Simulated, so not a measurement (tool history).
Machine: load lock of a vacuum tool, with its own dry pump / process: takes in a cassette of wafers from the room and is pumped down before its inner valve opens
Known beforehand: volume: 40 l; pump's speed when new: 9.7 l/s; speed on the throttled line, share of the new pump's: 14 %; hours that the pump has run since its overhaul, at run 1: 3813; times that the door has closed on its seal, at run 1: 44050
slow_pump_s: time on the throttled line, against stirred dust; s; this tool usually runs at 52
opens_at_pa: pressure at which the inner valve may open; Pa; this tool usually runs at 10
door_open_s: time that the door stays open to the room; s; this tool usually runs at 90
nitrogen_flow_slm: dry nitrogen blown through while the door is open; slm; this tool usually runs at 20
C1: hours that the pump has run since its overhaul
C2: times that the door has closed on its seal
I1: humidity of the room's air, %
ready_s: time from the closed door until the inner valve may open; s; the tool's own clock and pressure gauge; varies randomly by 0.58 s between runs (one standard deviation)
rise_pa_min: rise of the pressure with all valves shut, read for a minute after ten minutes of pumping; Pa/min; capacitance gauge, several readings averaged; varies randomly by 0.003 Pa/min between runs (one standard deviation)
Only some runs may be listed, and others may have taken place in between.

{"run": 1, "day": 0.0, "slow_pump_s": 52, "opens_at_pa": 10, "door_open_s": 90, "nitrogen_flow_slm": 20, "C1": 3813, "C2": 44050, "I1": 44.4, "ready_s": 82.4, "rise_pa_min": 0.046}
{"run": 2, "day": 8.079, "slow_pump_s": 52, "opens_at_pa": 10, "door_open_s": 90, "nitrogen_flow_slm": 20, "C1": 4007, "C2": 44675, "I1": 46.6, "ready_s": 82.9, "rise_pa_min": 0.047}
{"run": 3, "day": 14.042, "slow_pump_s": 80, "opens_at_pa": 10, "door_open_s": 90, "nitrogen_flow_slm": 20, "C1": 4150, "C2": 45136, "I1": 45.3, "ready_s": 106.8, "rise_pa_min": 0.043}
{"run": 4, "day": 20.183, "slow_pump_s": 80, "opens_at_pa": 10, "door_open_s": 90, "nitrogen_flow_slm": 20, "C1": 4298, "C2": 45611, "I1": 45.5, "ready_s": 107.3, "rise_pa_min": 0.048}
{"run": 5, "day": 28.992, "slow_pump_s": 80, "opens_at_pa": 10, "door_open_s": 90, "nitrogen_flow_slm": 20, "C1": 4509, "C2": 46293, "I1": 48.4, "ready_s": 107.5, "rise_pa_min": 0.047}
{"run": 6, "day": 33.954, "slow_pump_s": 52, "opens_at_pa": 10, "door_open_s": 38, "nitrogen_flow_slm": 20, "C1": 4628, "C2": 46677, "I1": 48.3, "ready_s": 82.9, "rise_pa_min": 0.029}
{"run": 7, "day": 41.833, "slow_pump_s": 52, "opens_at_pa": 10, "door_open_s": 38, "nitrogen_flow_slm": 20, "C1": 4817, "C2": 47286, "I1": 44.3, "ready_s": 82.6, "rise_pa_min": 0.026}
{"run": 8, "day": 50.35, "slow_pump_s": 27, "opens_at_pa": 10, "door_open_s": 38, "nitrogen_flow_slm": 20, "C1": 5022, "C2": 47945, "I1": 43.0, "ready_s": 61.0, "rise_pa_min": 0.03}
{"run": 9, "day": 58.604, "slow_pump_s": 52, "opens_at_pa": 10, "door_open_s": 90, "nitrogen_flow_slm": 20, "C1": 5220, "C2": 48584, "I1": 48.1, "ready_s": 81.5, "rise_pa_min": 0.05}
{"run": 10, "day": 63.083, "slow_pump_s": 52, "opens_at_pa": 10, "door_open_s": 90, "nitrogen_flow_slm": 20, "C1": 5327, "C2": 48930, "I1": 49.5, "ready_s": 82.5, "rise_pa_min": 0.048}
{"run": 11, "day": 67.521, "slow_pump_s": 52, "opens_at_pa": 10, "door_open_s": 90, "nitrogen_flow_slm": 20, "C1": 5434, "C2": 49274, "I1": 47.2, "ready_s": 83.2, "rise_pa_min": 0.047}
{"run": 12, "day": 74.533, "slow_pump_s": 52, "opens_at_pa": 10, "door_open_s": 90, "nitrogen_flow_slm": 20, "C1": 5602, "C2": 49816, "I1": 40.7, "ready_s": 83.1, "rise_pa_min": 0.042}
{"run": 13, "day": 82.958, "slow_pump_s": 52, "opens_at_pa": 10, "door_open_s": 90, "nitrogen_flow_slm": 5, "C1": 5804, "C2": 50468, "I1": 46.9, "ready_s": 83.7, "rise_pa_min": 0.081}
{"run": 14, "day": 89.662, "slow_pump_s": 52, "opens_at_pa": 11, "door_open_s": 49, "nitrogen_flow_slm": 5, "C1": 5965, "C2": 50986, "I1": 45.3, "ready_s": 83.2, "rise_pa_min": 0.053}
{"run": 15, "day": 96.4, "slow_pump_s": 52, "opens_at_pa": 11, "door_open_s": 49, "nitrogen_flow_slm": 5, "C1": 6127, "C2": 51508, "I1": 44.3, "ready_s": 84.3, "rise_pa_min": 0.048}

Predict the results of run 16:
{"run": 16, "day": 103.3, "slow_pump_s": 52, "opens_at_pa": 11, "door_open_s": 27, "nitrogen_flow_slm": 11, "C1": 6293, "C2": 52042, "I1": 47.1, "ready_s": "?", "rise_pa_min": "?"}

Run 16 produced ready_s 82.3 s, rise_pa_min 0.025 Pa/min.
If the tool had no hidden condition, the same run with the same run-to-run variation would have returned ready_s 82.3 s, rise_pa_min 0.023 Pa/min.

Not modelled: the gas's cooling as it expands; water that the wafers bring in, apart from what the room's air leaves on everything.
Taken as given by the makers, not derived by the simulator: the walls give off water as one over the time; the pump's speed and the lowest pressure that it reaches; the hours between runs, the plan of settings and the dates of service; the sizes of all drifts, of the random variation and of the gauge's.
